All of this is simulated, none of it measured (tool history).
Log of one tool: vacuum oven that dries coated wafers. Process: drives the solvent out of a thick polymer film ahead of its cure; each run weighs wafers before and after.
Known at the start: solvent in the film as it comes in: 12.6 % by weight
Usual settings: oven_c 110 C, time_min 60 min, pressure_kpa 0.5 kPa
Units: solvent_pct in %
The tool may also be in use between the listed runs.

run	hour	oven_c	time_min	pressure_kpa	solvent_pct
1	0	110	60	0.5	2.99
2	44.6	110	46	0.5	3.82
3	86.8	110	46	0.5	3.87
4	152.2	110	46	0.5	3.87
# hour 193.3: oven's thermocouples calibrated
5	225.4	110	46	0.5	4.17
6	302.6	110	46	0.5	4.43
7	375.7	110	60	0.5	3.4
8	429.2	110	60	0.5	3.51
9	483.4	110	60	0.5	3.48
10	525.5	111	60	0.5	3.24
11	604.4	114	60	0.5	2.83
12	671.7	114	60	0.5	2.82
13	725.6	114	56	0.5	3.05
14	788.7	114	56	0.5	3.02
15	848.1	114	56	0.5	3.16
16	883.8	114	56	0.5	3.11
17	941.9	114	56	0.5	3.09
18	996	114	56	0.5	3.21
19	1063	114	56	0.5	3.11
20	1114.1	114	56	0.5	3.03
21	1171.4	110	60	0.5	3.59
22	1204.8	110	60	0.5	3.61
23	1257	110	60	0.5	3.63
24	1324.2	110	60	0.5	3.51
25	1398.9	110	60	1.651	5.37
26	1449.9	97	60	0.5	5.93
27	1512.3	97	60	0.5	6.05
28	1580.2	101	74	0.762	5.08
29	1634.6	100	60	0.5	5.52
30	1684.9	100	60	0.5	5.5
31	1723.1	109	60	1.015	4.5
32	1756.8	99	60	0.5	5.81
# hour 1769.8: vacuum gauge cleaned of residue and calibrated
33	1808	106	54	0.5	3.82
# hour 1847.5: oven's thermocouples calibrated
34	1847.5	106	54	0.5	4.3
35	1909.6	120	63	0.5	1.8
36	1964.8	122	58	0.371	1.69
37	2038	123	60	0.5	1.6
38	2090.7	114	104	0.401	1.37
39	2152.6	122	55	0.5	1.85
40	2232.2	125	60	0.696	1.52
41	2292.9	107	60	0.367	3.55
42	2342.3	110	45	0.5	4.42
43	2386.8	110	45	0.5	4.37
44	2465.8	97	76	1.42	7.02
45	2501.6	116	86	0.512	1.73
46	2544.5	116	86	0.512	1.76
47	2588.1	110	86	1.159	3.68

3 ways to go on from here, each from the tool as it stands after run 47. What would each give?
A	2652.9	116	60	0.5	?
B	2652.9	124	76	1.159	?
C	2652.9	110	33	0.5	?

run	solvent_pct
A	2.54
B	2.08
C	5.48
Without the tool's hidden state the same runs would have given:
run	solvent_pct
A	2.32
B	1.87
C	5.32
